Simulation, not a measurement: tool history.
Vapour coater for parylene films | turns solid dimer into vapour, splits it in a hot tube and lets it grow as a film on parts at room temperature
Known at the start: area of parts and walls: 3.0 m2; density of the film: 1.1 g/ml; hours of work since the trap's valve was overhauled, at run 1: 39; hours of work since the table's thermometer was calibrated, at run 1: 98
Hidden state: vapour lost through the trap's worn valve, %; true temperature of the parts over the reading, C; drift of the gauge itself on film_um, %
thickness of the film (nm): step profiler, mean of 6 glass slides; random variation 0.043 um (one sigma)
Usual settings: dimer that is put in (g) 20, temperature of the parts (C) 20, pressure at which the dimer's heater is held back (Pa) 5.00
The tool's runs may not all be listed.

| run | hour | dimer that is put in (g) | temperature of the parts (C) | pressure at which the dimer's heater is held back (Pa) | hours of work since the trap's valve was overhauled | hours of work since the table's thermometer was calibrated | thickness of the film (nm) |
|---|---|---|---|---|---|---|---|
| 1 | 0.0 | 20 | 20 | 5.00 | 39 | 98 | 4610 |
| 2 | 34.9 | 20 | 20 | 5.00 | 62 | 120 | 4540 |
| 3 | 75.0 | 20 | 20 | 5.00 | 88 | 146 | 4480 |
| 4 | 106.3 | 20 | 20 | 5.00 | 108 | 167 | 4560 |
| 5 | 153.6 | 20 | 20 | 5.00 | 139 | 197 | 4480 |
| 6 | 207.4 | 20 | 20 | 5.00 | 174 | 232 | 4460 |
| 7 | 262.1 | 20 | 20 | 5.00 | 210 | 268 | 4300 |
| 8 | 288.3 | 20 | 30 | 5.00 | 227 | 285 | 2870 |
| 9 | 312.2 | 20 | 30 | 5.00 | 242 | 300 | 2860 |
|  | 335.4 | trap's valve overhauled |
| 10 | 353.9 | 20 | 30 | 5.00 | 12 | 325 | 3090 |
| 11 | 400.8 | 20 | 30 | 5.00 | 42 | 355 | 3030 |
| 12 | 451.9 | 20 | 20 | 5.00 | 76 | 388 | 4550 |
| 13 | 492.0 | 20 | 20 | 3.64 | 102 | 414 | 4600 |
| 14 | 529.3 | 20 | 20 | 3.64 | 126 | 438 | 4540 |
| 15 | 575.8 | 20 | 20 | 5.00 | 156 | 469 | 4430 |
| 16 | 601.0 | 20 | 20 | 5.00 | 172 | 485 | 4420 |
| 17 | 642.7 | 20 | 20 | 5.98 | 199 | 512 | 4360 |
| 18 | 696.8 | 20 | 20 | 5.98 | 234 | 547 | 4280 |
| 19 | 724.5 | 20 | 20 | 5.98 | 252 | 565 | 4230 |
|  | 731.3 | trap's valve overhauled |
| 20 | 776.2 | 20 | 20 | 5.98 | 29 | 596 | 4570 |
| 21 | 818.3 | 20 | 13 | 5.98 | 56 | 623 | 5830 |
| 22 | 841.5 | 20 | 13 | 5.98 | 71 | 638 | 5840 |
| 23 | 886.3 | 20 | 20 | 5.00 | 101 | 667 | 4440 |
| 24 | 926.7 | 15 | 17 | 2.25 | 127 | 694 | 4020 |
| 25 | 951.5 | 11 | 13 | 11.00 | 143 | 710 | 3030 |
| 26 | 1009.0 | 24 | 19 | 9.58 | 180 | 747 | 5170 |
| 27 | 1058.5 | 12 | 26 | 9.42 | 212 | 779 | 1930 |
| 28 | 1114.8 | 33 | 26 | 9.72 | 249 | 816 | 5100 |
|  | 1126.4 | trap's valve overhauled |
| 29 | 1151.2 | 33 | 26 | 9.72 | 16 | 837 | 5450 |
| 30 | 1188.5 | 20 | 21 | 5.00 | 40 | 861 | 4220 |
| 31 | 1243.7 | 22 | 23 | 7.92 | 76 | 897 | 4110 |
| 32 | 1290.4 | 22 | 23 | 7.92 | 106 | 927 | 4030 |
| 33 | 1324.6 | 25 | 17 | 9.82 | 129 | 949 | 5820 |
| 34 | 1368.3 | 10 | 30 | 5.21 | 157 | 978 | 1370 |
| 35 | 1419.0 | 14 | 15 | 5.00 | 190 | 1011 | 3640 |
| 36 | 1445.8 | 20 | 27 | 5.00 | 207 | 1028 | 3110 |
|  | 1474.2 | table's thermometer calibrated |
| 37 | 1474.2 | 9 | 24 | 8.20 | 225 | 0 | 1650 |
| 38 | 1508.6 | 11 | 21 | 8.20 | 247 | 22 | 2240 |
|  | 1524.3 | trap's valve overhauled |
| 39 | 1569.3 | 17 | 20 | 3.29 | 29 | 59 | 4040 |
| 40 | 1611.1 | 17 | 20 | 3.29 | 56 | 86 | 4050 |
| 41 | 1665.2 | 17 | 30 | 4.47 | 91 | 121 | 2580 |
| 42 | 1708.6 | 20 | 20 | 2.39 | 120 | 150 | 4660 |
| 43 | 1763.8 | 12 | 20 | 2.39 | 155 | 185 | 2810 |
| 44 | 1797.2 | 9 | 14 | 5.00 | 177 | 207 | 2520 |
| 45 | 1832.1 | 9 | 14 | 5.00 | 200 | 230 | 2490 |
| 46 | 1877.8 | 9 | 14 | 5.00 | 229 | 259 | 2500 |

The same runs without the tool's hidden state, with the same run-to-run variation:
| run | thickness of the film (nm) |
|---|---|
| 1 | 4700 |
| 2 | 4670 |
| 3 | 4650 |
| 4 | 4760 |
| 5 | 4730 |
| 6 | 4750 |
| 7 | 4640 |
| 8 | 3110 |
| 9 | 3110 |
| 10 | 3160 |
| 11 | 3130 |
| 12 | 4740 |
| 13 | 4830 |
| 14 | 4800 |
| 15 | 4730 |
| 16 | 4740 |
| 17 | 4710 |
| 18 | 4680 |
| 19 | 4660 |
| 20 | 4750 |
| 21 | 5910 |
| 22 | 5940 |
| 23 | 4720 |
| 24 | 4310 |
| 25 | 3250 |
| 26 | 5640 |
| 27 | 2130 |
| 28 | 5700 |
| 29 | 5760 |
| 30 | 4500 |
| 31 | 4420 |
| 32 | 4380 |
| 33 | 6370 |
| 34 | 1520 |
| 35 | 4060 |
| 36 | 3490 |
| 37 | 1760 |
| 38 | 2410 |
| 39 | 4100 |
| 40 | 4140 |
| 41 | 2670 |
| 42 | 4860 |
| 43 | 2960 |
| 44 | 2650 |
| 45 | 2630 |
| 46 | 2660 |

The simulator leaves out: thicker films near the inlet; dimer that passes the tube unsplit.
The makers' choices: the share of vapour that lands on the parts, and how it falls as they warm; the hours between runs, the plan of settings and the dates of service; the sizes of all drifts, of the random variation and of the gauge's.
